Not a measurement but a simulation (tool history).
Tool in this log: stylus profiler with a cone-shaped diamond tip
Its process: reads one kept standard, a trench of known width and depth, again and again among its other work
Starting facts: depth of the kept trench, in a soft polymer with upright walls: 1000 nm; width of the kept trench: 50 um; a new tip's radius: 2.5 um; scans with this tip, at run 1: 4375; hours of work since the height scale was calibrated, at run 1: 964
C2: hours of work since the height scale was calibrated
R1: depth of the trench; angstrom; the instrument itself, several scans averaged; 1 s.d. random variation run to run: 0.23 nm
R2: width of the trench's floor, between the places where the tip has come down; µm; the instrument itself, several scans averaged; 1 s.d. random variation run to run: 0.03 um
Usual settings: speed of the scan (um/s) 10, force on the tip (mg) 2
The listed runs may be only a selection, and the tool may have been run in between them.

run 1 hour=0 | speed_of_the_scan_(um/s)=10 force_on_the_tip_(mg)=2 | scans_with_this_tip=4375 C2=964 | R1=10141.4 R2=45.98
run 2 hour=25.6 | speed_of_the_scan_(um/s)=10 force_on_the_tip_(mg)=1.72 | scans_with_this_tip=4465 C2=984 | R1=10125.2 R2=45.92
run 3 hour=65.9 | speed_of_the_scan_(um/s)=3 force_on_the_tip_(mg)=1.72 | scans_with_this_tip=4605 C2=1015 | R1=10125.7 R2=46
run 4 hour=86.6 | speed_of_the_scan_(um/s)=3 force_on_the_tip_(mg)=1.72 | scans_with_this_tip=4678 C2=1031 | R1=10133 R2=45.95
run 5 hour=119.8 | speed_of_the_scan_(um/s)=3 force_on_the_tip_(mg)=1.72 | scans_with_this_tip=4794 C2=1057 | R1=10131.6 R2=45.98
run 6 hour=140.6 | speed_of_the_scan_(um/s)=3 force_on_the_tip_(mg)=1.72 | scans_with_this_tip=4867 C2=1073 | R1=10127.6 R2=45.97
run 7 hour=173.6 | speed_of_the_scan_(um/s)=10 force_on_the_tip_(mg)=4.33 | scans_with_this_tip=4982 C2=1098 | R1=10241 R2=46.01
run 8 hour=207.3 | speed_of_the_scan_(um/s)=10 force_on_the_tip_(mg)=4.33 | scans_with_this_tip=5100 C2=1124 | R1=10238.9 R2=46.01
run 9 hour=232.5 | speed_of_the_scan_(um/s)=10 force_on_the_tip_(mg)=4.33 | scans_with_this_tip=5188 C2=1144 | R1=10239.7 R2=45.91
run 10 hour=271.9 | speed_of_the_scan_(um/s)=16 force_on_the_tip_(mg)=2 | scans_with_this_tip=5326 C2=1174 | R1=10144.9 R2=45.9
run 11 hour=298.3 | speed_of_the_scan_(um/s)=16 force_on_the_tip_(mg)=2 | scans_with_this_tip=5418 C2=1194 | R1=10146.6 R2=45.9
run 12 hour=321 | speed_of_the_scan_(um/s)=16 force_on_the_tip_(mg)=2 | scans_with_this_tip=5497 C2=1212 | R1=10141.8 R2=45.92
run 13 hour=347.6 | speed_of_the_scan_(um/s)=16 force_on_the_tip_(mg)=2 | scans_with_this_tip=5591 C2=1232 | R1=10146 R2=45.93
run 14 hour=389.6 | speed_of_the_scan_(um/s)=16 force_on_the_tip_(mg)=2 | scans_with_this_tip=5737 C2=1265 | R1=10142.9 R2=45.92
run 15 hour=428.3 | speed_of_the_scan_(um/s)=16 force_on_the_tip_(mg)=2 | scans_with_this_tip=5873 C2=1295 | R1=10139.1 R2=45.86
run 16 hour=464.3 | speed_of_the_scan_(um/s)=16 force_on_the_tip_(mg)=2 | scans_with_this_tip=5999 C2=1322 | R1=10145 R2=45.95
run 17 hour=498.9 | speed_of_the_scan_(um/s)=16 force_on_the_tip_(mg)=2 | scans_with_this_tip=6120 C2=1349 | R1=10141.4 R2=45.9
-- hour=516.2 height scale calibrated on a step standard
run 18 hour=543.8 | speed_of_the_scan_(um/s)=16 force_on_the_tip_(mg)=2 | scans_with_this_tip=6275 C2=21 | R1=10141.6 R2=45.95
run 19 hour=572.5 | speed_of_the_scan_(um/s)=16 force_on_the_tip_(mg)=2 | scans_with_this_tip=6375 C2=43 | R1=10145.2 R2=45.93
run 20 hour=595.3 | speed_of_the_scan_(um/s)=16 force_on_the_tip_(mg)=2 | scans_with_this_tip=6455 C2=61 | R1=10139.5 R2=45.93
run 21 hour=618.1 | speed_of_the_scan_(um/s)=10 force_on_the_tip_(mg)=4.95 | scans_with_this_tip=6534 C2=78 | R1=10261.4 R2=45.98
run 22 hour=642.2 | speed_of_the_scan_(um/s)=5 force_on_the_tip_(mg)=2 | scans_with_this_tip=6619 C2=97 | R1=10142.1 R2=45.99
run 23 hour=662.7 | speed_of_the_scan_(um/s)=10 force_on_the_tip_(mg)=2.49 | scans_with_this_tip=6690 C2=113 | R1=10164.9 R2=45.95
run 24 hour=688.8 | speed_of_the_scan_(um/s)=10 force_on_the_tip_(mg)=2.49 | scans_with_this_tip=6782 C2=133 | R1=10168.2 R2=45.94
run 25 hour=715.7 | speed_of_the_scan_(um/s)=10 force_on_the_tip_(mg)=4.02 | scans_with_this_tip=6876 C2=154 | R1=10231.6 R2=45.98
run 26 hour=739.8 | speed_of_the_scan_(um/s)=20 force_on_the_tip_(mg)=5.43 | scans_with_this_tip=6960 C2=172 | R1=10280.3 R2=46
run 27 hour=774.7 | speed_of_the_scan_(um/s)=3 force_on_the_tip_(mg)=4.59 | scans_with_this_tip=7082 C2=199 | R1=10250 R2=45.97
run 28 hour=816.9 | speed_of_the_scan_(um/s)=20 force_on_the_tip_(mg)=1.04 | scans_with_this_tip=7230 C2=232 | R1=10092.3 R2=45.86
run 29 hour=838 | speed_of_the_scan_(um/s)=19 force_on_the_tip_(mg)=2 | scans_with_this_tip=7303 C2=248 | R1=10138.8 R2=45.89
run 30 hour=865.3 | speed_of_the_scan_(um/s)=12 force_on_the_tip_(mg)=5.04 | scans_with_this_tip=7399 C2=269 | R1=10264.7 R2=45.97
run 31 hour=901.6 | speed_of_the_scan_(um/s)=12 force_on_the_tip_(mg)=5.04 | scans_with_this_tip=7526 C2=297 | R1=10268.1 R2=45.95
run 32 hour=941.3 | speed_of_the_scan_(um/s)=10 force_on_the_tip_(mg)=2.8 | scans_with_this_tip=7664 C2=328 | R1=10173.8 R2=45.96
run 33 hour=971.3 | speed_of_the_scan_(um/s)=27 force_on_the_tip_(mg)=5.09 | scans_with_this_tip=7770 C2=351 | R1=10268.2 R2=45.93
run 34 hour=1006.3 | speed_of_the_scan_(um/s)=27 force_on_the_tip_(mg)=5.09 | scans_with_this_tip=7892 C2=378 | R1=10266.1 R2=45.94
run 35 hour=1049.6 | speed_of_the_scan_(um/s)=9 force_on_the_tip_(mg)=3.27 | scans_with_this_tip=8043 C2=411 | R1=10198.9 R2=46.02
run 36 hour=1074.2 | speed_of_the_scan_(um/s)=10 force_on_the_tip_(mg)=1.45 | scans_with_this_tip=8129 C2=430 | R1=10114.4 R2=45.93
run 37 hour=1094.1 | speed_of_the_scan_(um/s)=3 force_on_the_tip_(mg)=2.27 | scans_with_this_tip=8199 C2=445 | R1=10159.4 R2=46.02
run 38 hour=1121.8 | speed_of_the_scan_(um/s)=3 force_on_the_tip_(mg)=2.27 | scans_with_this_tip=8296 C2=467 | R1=10154.2 R2=45.98
run 39 hour=1142.3 | speed_of_the_scan_(um/s)=2 force_on_the_tip_(mg)=2 | scans_with_this_tip=8367 C2=483 | R1=10144.1 R2=46
run 40 hour=1178.7 | speed_of_the_scan_(um/s)=4 force_on_the_tip_(mg)=3.39 | scans_with_this_tip=8494 C2=511 | R1=10204.2 R2=45.94
run 41 hour=1202.8 | speed_of_the_scan_(um/s)=6 force_on_the_tip_(mg)=2.41 | scans_with_this_tip=8579 C2=529 | R1=10159 R2=45.99
run 42 hour=1233.7 | speed_of_the_scan_(um/s)=4 force_on_the_tip_(mg)=1.75 | scans_with_this_tip=8687 C2=553 | R1=10130.4 R2=45.96
run 43 hour=1276.8 | speed_of_the_scan_(um/s)=12 force_on_the_tip_(mg)=2.42 | scans_with_this_tip=8837 C2=586 | R1=10163.1 R2=45.97
run 44 hour=1312.8 | speed_of_the_scan_(um/s)=5 force_on_the_tip_(mg)=1.35 | scans_with_this_tip=8963 C2=614 | R1=10108.7 R2=45.93
run 45 hour=1336.3 | speed_of_the_scan_(um/s)=5 force_on_the_tip_(mg)=1.35 | scans_with_this_tip=9046 C2=632 | R1=10109.8 R2=46
run 46 hour=1362.9 | speed_of_the_scan_(um/s)=14 force_on_the_tip_(mg)=0.81 | scans_with_this_tip=9139 C2=653 | R1=10078.3 R2=45.88

How the hidden state differs across the entries between the runs, from the last listed run before each to the first after it:
In the gap between runs 17 and 18: height scale calibrated on a step standard (hour 516.2)
  height scale over the true one, %: 0.001 -> 0

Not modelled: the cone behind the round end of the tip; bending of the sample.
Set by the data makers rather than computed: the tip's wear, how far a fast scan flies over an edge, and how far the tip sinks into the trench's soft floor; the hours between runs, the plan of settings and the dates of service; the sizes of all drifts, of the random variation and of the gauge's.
